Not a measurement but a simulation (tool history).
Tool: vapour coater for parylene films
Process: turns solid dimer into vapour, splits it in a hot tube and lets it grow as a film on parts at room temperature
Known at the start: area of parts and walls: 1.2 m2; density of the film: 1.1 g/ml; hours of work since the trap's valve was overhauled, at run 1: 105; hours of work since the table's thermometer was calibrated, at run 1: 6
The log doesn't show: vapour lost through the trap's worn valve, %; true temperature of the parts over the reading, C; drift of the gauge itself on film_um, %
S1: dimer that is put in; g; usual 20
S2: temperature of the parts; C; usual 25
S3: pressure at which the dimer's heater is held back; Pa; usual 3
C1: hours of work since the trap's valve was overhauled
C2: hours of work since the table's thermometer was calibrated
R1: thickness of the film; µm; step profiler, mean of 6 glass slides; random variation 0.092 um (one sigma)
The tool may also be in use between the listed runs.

| run | day | S1 | S2 | S3 | C1 | C2 | R1 |
|---|---|---|---|---|---|---|---|
| 1 | 0 | 20 | 25 | 3 | 105 | 6 | 10.96 |
| 2 | 1.542 | 20 | 19 | 3 | 120 | 21 | 14.16 |
| 3 | 2.908 | 20 | 25 | 11.39 | 133 | 35 | 8.85 |
| 4 | 3.917 | 20 | 25 | 11.39 | 144 | 45 | 8.77 |
| 5 | 4.771 | 20 | 25 | 11.39 | 152 | 53 | 8.83 |
| 6 | 6.479 | 20 | 23 | 3 | 169 | 70 | 11.45 |
| 7 | 7.883 | 20 | 23 | 3 | 183 | 84 | 11.46 |
| 8 | 9.396 | 20 | 25 | 3 | 198 | 99 | 10.53 |
| 9 | 10.817 | 20 | 25 | 3 | 212 | 113 | 10.43 |
| 10 | 11.608 | 20 | 25 | 3 | 220 | 121 | 10.43 |
| 11 | 13.012 | 20 | 25 | 2.56 | 234 | 135 | 10.63 |
| 12 | 13.9 | 20 | 25 | 8.47 | 243 | 144 | 8.89 |
|  | 14.625 | trap's valve overhauled |
| 13 | 15.229 | 20 | 25 | 3 | 6 | 156 | 9.58 |
| 14 | 16.088 | 20 | 25 | 3 | 15 | 164 | 9.62 |
| 15 | 17.183 | 13 | 25 | 3 | 25 | 175 | 6.28 |
| 16 | 18.404 | 20 | 25 | 3 | 38 | 187 | 9.41 |
| 17 | 19.908 | 20 | 25 | 3 | 53 | 202 | 9.52 |
| 18 | 21.646 | 20 | 25 | 3 | 70 | 220 | 9.28 |
| 19 | 22.925 | 20 | 25 | 4.67 | 83 | 232 | 8.62 |
|  | 23.408 | trap's valve overhauled, once more |
| 20 | 24.821 | 20 | 25 | 4.67 | 14 | 250 | 10.27 |
| 21 | 26.467 | 20 | 25 | 4.67 | 30 | 266 | 10.07 |
| 22 | 27.762 | 20 | 25 | 4.67 | 43 | 279 | 10.04 |
| 23 | 28.912 | 30 | 25 | 4.67 | 55 | 290 | 15.35 |
| 24 | 30.383 | 20 | 25 | 3 | 69 | 305 | 10.61 |
| 25 | 31.383 | 20 | 30 | 2.88 | 79 | 315 | 8.55 |
| 26 | 32.542 | 20 | 33 | 5.62 | 91 | 326 | 6.69 |
| 27 | 34.15 | 20 | 33 | 9.1 | 107 | 342 | 6.22 |
| 28 | 35.583 | 21 | 25 | 5.75 | 121 | 357 | 9.92 |
| 29 | 37.004 | 14 | 29 | 5.87 | 135 | 371 | 5.51 |
| 30 | 37.762 | 15 | 23 | 3.51 | 143 | 378 | 8.31 |
| 31 | 38.621 | 15 | 23 | 3.51 | 151 | 387 | 8.36 |
| 32 | 39.996 | 15 | 23 | 3.51 | 165 | 401 | 8.29 |
| 33 | 40.871 | 15 | 23 | 3.51 | 174 | 409 | 8.28 |
| 34 | 42.475 | 29 | 23 | 3 | 190 | 425 | 16.43 |
| 35 | 44.167 | 20 | 22 | 11.21 | 207 | 442 | 9.47 |
| 36 | 45.062 | 24 | 23 | 2.33 | 216 | 451 | 13.83 |
| 37 | 45.988 | 10 | 22 | 3 | 225 | 460 | 5.81 |
| 38 | 47.517 | 15 | 33 | 3.04 | 240 | 475 | 5.28 |
|  | 48.542 | trap's valve overhauled |
| 39 | 49.388 | 11 | 21 | 5.39 | 8 | 492 | 6.48 |
| 40 | 50.583 | 22 | 29 | 2.53 | 20 | 504 | 10.35 |
| 41 | 51.604 | 20 | 21 | 3 | 30 | 514 | 12.79 |
| 42 | 53.262 | 20 | 21 | 3 | 47 | 531 | 12.83 |
| 43 | 54.467 | 20 | 21 | 3 | 59 | 543 | 12.81 |
| 44 | 55.538 | 10 | 20 | 2.45 | 70 | 554 | 6.82 |
| 45 | 56.717 | 10 | 28 | 3.75 | 81 | 565 | 4.49 |
| 46 | 57.683 | 10 | 28 | 3.75 | 91 | 575 | 4.49 |
| 47 | 58.992 | 10 | 28 | 3.75 | 104 | 588 | 4.43 |

4 ways to go on from here, each from the tool as it stands after run 47. What would each give?
| A | 60.733 | 13 | 19 | 3.75 | 121 | 605 | ? |
| B | 60.733 | 32 | 27 | 3 | 121 | 605 | ? |
| C | 60.733 | 32 | 30 | 11.24 | 121 | 605 | ? |
| D | 60.733 | 15 | 28 | 3.75 | 121 | 605 | ? |

| run | R1 |
|---|---|
| A | 8.53 |
| B | 15.16 |
| C | 10.84 |
| D | 6.65 |
Without the tool's hidden state the same runs would have given:
| run | R1 |
|---|---|
| A | 9.19 |
| B | 16.32 |
| C | 11.66 |
| D | 7.16 |
